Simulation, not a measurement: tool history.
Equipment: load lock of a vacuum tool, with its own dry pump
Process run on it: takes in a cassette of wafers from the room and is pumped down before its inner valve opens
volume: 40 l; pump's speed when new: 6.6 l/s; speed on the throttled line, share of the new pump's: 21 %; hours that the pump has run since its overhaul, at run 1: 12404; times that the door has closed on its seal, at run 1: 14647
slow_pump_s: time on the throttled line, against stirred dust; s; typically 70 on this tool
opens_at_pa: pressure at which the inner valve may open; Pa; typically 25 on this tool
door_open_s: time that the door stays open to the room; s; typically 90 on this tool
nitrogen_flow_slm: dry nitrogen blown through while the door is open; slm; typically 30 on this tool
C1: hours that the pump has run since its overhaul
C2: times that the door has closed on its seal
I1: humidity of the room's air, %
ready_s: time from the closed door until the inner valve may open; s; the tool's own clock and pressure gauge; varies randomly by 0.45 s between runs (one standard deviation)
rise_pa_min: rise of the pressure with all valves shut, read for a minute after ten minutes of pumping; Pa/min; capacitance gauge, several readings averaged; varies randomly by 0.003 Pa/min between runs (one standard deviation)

{"run": 1, "hour": 0.0, "slow_pump_s": 70, "opens_at_pa": 25, "door_open_s": 90, "nitrogen_flow_slm": 30, "C1": 12404, "C2": 14647, "I1": 46.1, "ready_s": 109.9, "rise_pa_min": 0.104}
{"run": 2, "hour": 542.8, "slow_pump_s": 70, "opens_at_pa": 25, "door_open_s": 90, "nitrogen_flow_slm": 30, "C1": 12947, "C2": 15388, "I1": 46.6, "ready_s": 109.6, "rise_pa_min": 0.112}
{"run": 3, "hour": 807.9, "slow_pump_s": 70, "opens_at_pa": 25, "door_open_s": 140, "nitrogen_flow_slm": 30, "C1": 13212, "C2": 15749, "I1": 47.5, "ready_s": 110.2, "rise_pa_min": 0.118}
{"run": 4, "hour": 1144.0, "slow_pump_s": 70, "opens_at_pa": 25, "door_open_s": 140, "nitrogen_flow_slm": 30, "C1": 13548, "C2": 16208, "I1": 44.9, "ready_s": 109.1, "rise_pa_min": 0.12}
{"run": 5, "hour": 1714.8, "slow_pump_s": 70, "opens_at_pa": 25, "door_open_s": 140, "nitrogen_flow_slm": 30, "C1": 14119, "C2": 16987, "I1": 45.4, "ready_s": 110.5, "rise_pa_min": 0.125}
{"hour": 1917.3, "done": "dry pump taken out, an overhauled one fitted"}
{"run": 6, "hour": 2010.4, "slow_pump_s": 70, "opens_at_pa": 25, "door_open_s": 28, "nitrogen_flow_slm": 30, "C1": 93, "C2": 17382, "I1": 44.3, "ready_s": 106.0, "rise_pa_min": 0.09}
{"run": 7, "hour": 2613.7, "slow_pump_s": 70, "opens_at_pa": 25, "door_open_s": 28, "nitrogen_flow_slm": 30, "C1": 696, "C2": 18206, "I1": 44.3, "ready_s": 106.4, "rise_pa_min": 0.101}
{"run": 8, "hour": 3111.1, "slow_pump_s": 43, "opens_at_pa": 25, "door_open_s": 28, "nitrogen_flow_slm": 30, "C1": 1194, "C2": 18885, "I1": 43.3, "ready_s": 84.9, "rise_pa_min": 0.103}
{"run": 9, "hour": 3624.8, "slow_pump_s": 125, "opens_at_pa": 32, "door_open_s": 236, "nitrogen_flow_slm": 8, "C1": 1708, "C2": 19586, "I1": 43.6, "ready_s": 146.6, "rise_pa_min": 0.184}
{"run": 10, "hour": 4159.1, "slow_pump_s": 125, "opens_at_pa": 32, "door_open_s": 236, "nitrogen_flow_slm": 8, "C1": 2242, "C2": 20315, "I1": 45.0, "ready_s": 148.6, "rise_pa_min": 0.195}
{"run": 11, "hour": 4545.6, "slow_pump_s": 125, "opens_at_pa": 32, "door_open_s": 236, "nitrogen_flow_slm": 8, "C1": 2628, "C2": 20842, "I1": 44.7, "ready_s": 148.1, "rise_pa_min": 0.2}
{"run": 12, "hour": 5000.5, "slow_pump_s": 125, "opens_at_pa": 32, "door_open_s": 236, "nitrogen_flow_slm": 8, "C1": 3083, "C2": 21463, "I1": 42.5, "ready_s": 147.5, "rise_pa_min": 0.197}
{"run": 13, "hour": 5401.5, "slow_pump_s": 125, "opens_at_pa": 39, "door_open_s": 236, "nitrogen_flow_slm": 19, "C1": 3484, "C2": 22011, "I1": 45.6, "ready_s": 146.3, "rise_pa_min": 0.177}
{"run": 14, "hour": 5787.4, "slow_pump_s": 80, "opens_at_pa": 25, "door_open_s": 31, "nitrogen_flow_slm": 30, "C1": 3870, "C2": 22537, "I1": 46.4, "ready_s": 114.3, "rise_pa_min": 0.128}
{"run": 15, "hour": 6325.0, "slow_pump_s": 84, "opens_at_pa": 23, "door_open_s": 168, "nitrogen_flow_slm": 30, "C1": 4408, "C2": 23271, "I1": 43.2, "ready_s": 117.7, "rise_pa_min": 0.159}
{"run": 16, "hour": 6611.3, "slow_pump_s": 70, "opens_at_pa": 28, "door_open_s": 90, "nitrogen_flow_slm": 30, "C1": 4694, "C2": 23662, "I1": 48.9, "ready_s": 106.1, "rise_pa_min": 0.154}

A few steps of ready_s between consecutive runs. Split each: what settings, incoming material and random variation would produce without the hidden state, and what is left over for the hidden state, along with gauge scatter present in only one of the two compared results (measured, and without hidden state):
Hidden state present: pump's speed, % of a new pump's; leak at the door's seal, Pa l/s; drift of the gauge itself on ready_s, %; drift of the gauge itself on rise_pa_min, %.
Run 5 -> 6: door_open_s 140 -> 28, dry pump taken out, an overhauled one fitted. ready_s -4.5 s: hidden state -4.8, all else +0.3.
Run 8 -> 9: slow_pump_s 43 -> 125, opens_at_pa 25 -> 32, door_open_s 28 -> 236, nitrogen_flow_slm 30 -> 8. ready_s +61.7 s: hidden state +0.0, all else +61.7.
